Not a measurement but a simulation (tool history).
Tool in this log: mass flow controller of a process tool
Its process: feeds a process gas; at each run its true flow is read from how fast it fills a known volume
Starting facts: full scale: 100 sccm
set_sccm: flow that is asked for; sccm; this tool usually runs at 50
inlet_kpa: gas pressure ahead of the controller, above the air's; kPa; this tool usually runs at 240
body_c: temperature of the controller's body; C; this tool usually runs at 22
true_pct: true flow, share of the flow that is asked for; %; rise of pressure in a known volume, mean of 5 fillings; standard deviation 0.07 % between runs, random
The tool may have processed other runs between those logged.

run 1 hour=0 | set_sccm=50 inlet_kpa=240 body_c=22 | true_pct=98.32
run 2 hour=220.1 | set_sccm=50 inlet_kpa=240 body_c=22 | true_pct=98.42
run 3 hour=328.6 | set_sccm=50 inlet_kpa=240 body_c=22 | true_pct=98.27
run 4 hour=529.7 | set_sccm=50 inlet_kpa=232 body_c=22 | true_pct=98.22
run 5 hour=709.4 | set_sccm=50 inlet_kpa=240 body_c=25 | true_pct=98.19
run 6 hour=881.2 | set_sccm=50 inlet_kpa=240 body_c=25 | true_pct=98.04
run 7 hour=999.9 | set_sccm=50 inlet_kpa=240 body_c=22 | true_pct=98.32
run 8 hour=1137.3 | set_sccm=50 inlet_kpa=240 body_c=22 | true_pct=98.25
run 9 hour=1263.4 | set_sccm=50 inlet_kpa=240 body_c=22 | true_pct=98.3
run 10 hour=1398.1 | set_sccm=50 inlet_kpa=240 body_c=22 | true_pct=98.19
run 11 hour=1556.2 | set_sccm=49 inlet_kpa=240 body_c=22 | true_pct=98.21
run 12 hour=1747.1 | set_sccm=72 inlet_kpa=240 body_c=22 | true_pct=99.25
run 13 hour=1891.4 | set_sccm=50 inlet_kpa=240 body_c=39 | true_pct=96.47
run 14 hour=2101 | set_sccm=13 inlet_kpa=240 body_c=39 | true_pct=91.78
run 15 hour=2300.4 | set_sccm=50 inlet_kpa=240 body_c=22 | true_pct=98.16
run 16 hour=2513.2 | set_sccm=50 inlet_kpa=240 body_c=22 | true_pct=98
run 17 hour=2652 | set_sccm=50 inlet_kpa=240 body_c=22 | true_pct=98.03
run 18 hour=2765 | set_sccm=50 inlet_kpa=240 body_c=22 | true_pct=98.09
run 19 hour=2878.3 | set_sccm=50 inlet_kpa=240 body_c=22 | true_pct=98.16
run 20 hour=3010.7 | set_sccm=50 inlet_kpa=210 body_c=22 | true_pct=97.7
-- hour=3022.7 controller's zero set anew
run 21 hour=3143 | set_sccm=50 inlet_kpa=210 body_c=22 | true_pct=97.1
run 22 hour=3267.6 | set_sccm=50 inlet_kpa=210 body_c=22 | true_pct=97.08
run 23 hour=3426.1 | set_sccm=50 inlet_kpa=210 body_c=22 | true_pct=97.05
run 24 hour=3571.9 | set_sccm=50 inlet_kpa=240 body_c=22 | true_pct=97.32
run 25 hour=3767.8 | set_sccm=98 inlet_kpa=240 body_c=39 | true_pct=98.46
-- hour=3839.6 controller's zero set anew, once more
run 26 hour=3920.8 | set_sccm=45 inlet_kpa=215 body_c=28 | true_pct=98.53
run 27 hour=4043.6 | set_sccm=19 inlet_kpa=248 body_c=22 | true_pct=98.2
run 28 hour=4196.8 | set_sccm=23 inlet_kpa=210 body_c=25 | true_pct=97.63
run 29 hour=4372 | set_sccm=14 inlet_kpa=240 body_c=21 | true_pct=97.51
run 30 hour=4537 | set_sccm=14 inlet_kpa=240 body_c=21 | true_pct=97.51
run 31 hour=4730.5 | set_sccm=14 inlet_kpa=211 body_c=26 | true_pct=96.84
run 32 hour=4956.4 | set_sccm=14 inlet_kpa=211 body_c=26 | true_pct=96.54
run 33 hour=5115.3 | set_sccm=76 inlet_kpa=209 body_c=26 | true_pct=99.61
run 34 hour=5306.3 | set_sccm=76 inlet_kpa=209 body_c=26 | true_pct=99.69
run 35 hour=5414.7 | set_sccm=50 inlet_kpa=154 body_c=22 | true_pct=98.62
run 36 hour=5514.3 | set_sccm=50 inlet_kpa=154 body_c=22 | true_pct=98.55
run 37 hour=5733.8 | set_sccm=45 inlet_kpa=172 body_c=32 | true_pct=97.68
run 38 hour=5892 | set_sccm=13 inlet_kpa=240 body_c=21 | true_pct=96.54
run 39 hour=6035.5 | set_sccm=13 inlet_kpa=158 body_c=22 | true_pct=95.89
run 40 hour=6170.8 | set_sccm=13 inlet_kpa=158 body_c=22 | true_pct=95.76
run 41 hour=6396.9 | set_sccm=15 inlet_kpa=158 body_c=27 | true_pct=95.52
run 42 hour=6490.7 | set_sccm=10 inlet_kpa=224 body_c=22 | true_pct=95.29
run 43 hour=6596.4 | set_sccm=10 inlet_kpa=224 body_c=22 | true_pct=95.17
run 44 hour=6801.3 | set_sccm=50 inlet_kpa=157 body_c=22 | true_pct=98.4
run 45 hour=6918 | set_sccm=50 inlet_kpa=157 body_c=22 | true_pct=98.35
run 46 hour=7053.8 | set_sccm=18 inlet_kpa=164 body_c=29 | true_pct=95.41
run 47 hour=7234.8 | set_sccm=18 inlet_kpa=164 body_c=29 | true_pct=95.41
run 48 hour=7392.5 | set_sccm=18 inlet_kpa=164 body_c=29 | true_pct=95.39

3 ways to go on from here, each from the tool as it stands after run 48. What would each give?
run A hour=7531.4 | set_sccm=26 inlet_kpa=210 body_c=22 | true_pct=?
run B hour=7531.4 | set_sccm=12 inlet_kpa=240 body_c=22 | true_pct=?
run C hour=7531.4 | set_sccm=18 inlet_kpa=164 body_c=21 | true_pct=?

run=A true_pct=97.13
run=B true_pct=95.14
run=C true_pct=95.98
The same runs, with their run-to-run variation unchanged, on a tool lacking any hidden condition would have given:
run=A true_pct=97.73
run=B true_pct=97.47
run=C true_pct=97.24

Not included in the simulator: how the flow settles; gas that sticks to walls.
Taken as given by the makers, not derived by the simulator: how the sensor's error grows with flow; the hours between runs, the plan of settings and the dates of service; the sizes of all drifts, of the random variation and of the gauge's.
